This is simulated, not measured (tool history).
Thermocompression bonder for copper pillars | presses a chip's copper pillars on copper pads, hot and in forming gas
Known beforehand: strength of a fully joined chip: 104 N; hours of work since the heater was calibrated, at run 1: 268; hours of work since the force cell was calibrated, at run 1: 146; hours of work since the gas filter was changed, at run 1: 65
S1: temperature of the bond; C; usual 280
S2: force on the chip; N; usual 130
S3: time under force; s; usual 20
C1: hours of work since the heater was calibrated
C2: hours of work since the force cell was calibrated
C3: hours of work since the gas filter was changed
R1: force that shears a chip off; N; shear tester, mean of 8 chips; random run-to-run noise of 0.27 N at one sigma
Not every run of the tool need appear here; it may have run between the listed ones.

run,hour,S1,S2,S3,C1,C2,C3,R1
1,0,280,130,20,268,146,65,57.4
2,22.7,280,130,20,283,160,79,57.3
3,41.5,280,130,20,294,172,90,56.4
4,55.3,280,130,20,303,180,99,57.1
5,74.2,280,130,20,314,192,110,56.8
6,87.8,280,130,20,323,200,119,56.6
7,99.9,280,130,20,330,208,126,56.9
8,119.9,280,130,29,342,220,139,63.5
9,136.9,280,130,29,353,231,149,63.2
10,150.6,280,130,29,361,239,158,63.7
11,168.2,299,130,29,372,250,168,73.6
# hour 171.2: force cell calibrated
12,181,275,130,29,379,6,175,60.1
13,202.9,292,130,29,393,20,189,69.7
# hour 207.1: force cell calibrated, once more
14,217.5,292,130,23,401,6,197,65

What will run 15 give?
15,241.7,292,130,23,416,21,212,?

Logged for run 15: R1 65.1 N.
The same run, on a tool lacking any hidden state, would have yielded R1 68.8 N.
